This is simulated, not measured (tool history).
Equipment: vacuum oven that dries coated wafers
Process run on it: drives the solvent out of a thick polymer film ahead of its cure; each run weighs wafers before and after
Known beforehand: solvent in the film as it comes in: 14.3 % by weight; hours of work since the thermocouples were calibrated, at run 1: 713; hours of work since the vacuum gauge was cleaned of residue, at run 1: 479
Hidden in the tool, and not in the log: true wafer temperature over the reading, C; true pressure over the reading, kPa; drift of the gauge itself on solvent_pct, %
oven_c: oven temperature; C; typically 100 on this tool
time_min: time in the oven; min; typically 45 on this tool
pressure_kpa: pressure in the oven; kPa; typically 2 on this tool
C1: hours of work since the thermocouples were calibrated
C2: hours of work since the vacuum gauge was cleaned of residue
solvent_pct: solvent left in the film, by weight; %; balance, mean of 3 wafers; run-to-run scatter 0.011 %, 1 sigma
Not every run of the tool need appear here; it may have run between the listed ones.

run 1 hour=0 | oven_c=100 time_min=45 pressure_kpa=2 | C1=713 C2=479 | solvent_pct=2.51
run 2 hour=9.8 | oven_c=100 time_min=45 pressure_kpa=2 | C1=720 C2=485 | solvent_pct=2.5
run 3 hour=32.7 | oven_c=100 time_min=45 pressure_kpa=2 | C1=735 C2=501 | solvent_pct=2.5
run 4 hour=50 | oven_c=100 time_min=45 pressure_kpa=2 | C1=747 C2=512 | solvent_pct=2.5
run 5 hour=60.5 | oven_c=100 time_min=45 pressure_kpa=2 | C1=754 C2=519 | solvent_pct=2.5
run 6 hour=71.1 | oven_c=100 time_min=45 pressure_kpa=2 | C1=761 C2=526 | solvent_pct=2.51
run 7 hour=90.3 | oven_c=100 time_min=45 pressure_kpa=6.3 | C1=774 C2=539 | solvent_pct=4.11
run 8 hour=109 | oven_c=104 time_min=45 pressure_kpa=2 | C1=786 C2=552 | solvent_pct=1.78
run 9 hour=126.4 | oven_c=100 time_min=26 pressure_kpa=2 | C1=798 C2=564 | solvent_pct=4.49
run 10 hour=148.9 | oven_c=100 time_min=26 pressure_kpa=2 | C1=813 C2=579 | solvent_pct=4.49
run 11 hour=164 | oven_c=100 time_min=45 pressure_kpa=3.26 | C1=823 C2=589 | solvent_pct=2.99
-- hour=167.4 oven's thermocouples calibrated
run 12 hour=180.9 | oven_c=100 time_min=45 pressure_kpa=3.26 | C1=9 C2=599 | solvent_pct=2.88
run 13 hour=194.1 | oven_c=100 time_min=35 pressure_kpa=1.22 | C1=18 C2=608 | solvent_pct=2.97
run 14 hour=204.8 | oven_c=100 time_min=80 pressure_kpa=1.22 | C1=25 C2=615 | solvent_pct=0.94
run 15 hour=219.3 | oven_c=106 time_min=45 pressure_kpa=2 | C1=35 C2=624 | solvent_pct=1.4
run 16 hour=229.3 | oven_c=90 time_min=24 pressure_kpa=2 | C1=42 C2=631 | solvent_pct=7.29
run 17 hour=253 | oven_c=92 time_min=45 pressure_kpa=2.09 | C1=57 C2=647 | solvent_pct=4.4
run 18 hour=264.6 | oven_c=92 time_min=45 pressure_kpa=2.09 | C1=65 C2=655 | solvent_pct=4.41
run 19 hour=287.4 | oven_c=100 time_min=28 pressure_kpa=2 | C1=80 C2=670 | solvent_pct=4.07
-- hour=299.2 oven's thermocouples calibrated, once more
run 20 hour=311 | oven_c=100 time_min=28 pressure_kpa=2 | C1=8 C2=685 | solvent_pct=4.44

Below are 4 alternative next runs, each starting from the tool's condition after run 20. Predict each:
run A hour=328.3 | oven_c=96 time_min=45 pressure_kpa=2 | C1=20 C2=696 | solvent_pct=?
run B hour=328.3 | oven_c=114 time_min=28 pressure_kpa=2 | C1=20 C2=696 | solvent_pct=?
run C hour=328.3 | oven_c=87 time_min=47 pressure_kpa=1.28 | C1=20 C2=696 | solvent_pct=?
run D hour=328.3 | oven_c=101 time_min=45 pressure_kpa=4.34 | C1=20 C2=696 | solvent_pct=?

run=A solvent_pct=3.67
run=B solvent_pct=1.47
run=C solvent_pct=5.65
run=D solvent_pct=3.37
Without the tool's unlogged condition, the same runs would have read:
run=A solvent_pct=3.55
run=B solvent_pct=1.4
run=C solvent_pct=5.52
run=D solvent_pct=3.27

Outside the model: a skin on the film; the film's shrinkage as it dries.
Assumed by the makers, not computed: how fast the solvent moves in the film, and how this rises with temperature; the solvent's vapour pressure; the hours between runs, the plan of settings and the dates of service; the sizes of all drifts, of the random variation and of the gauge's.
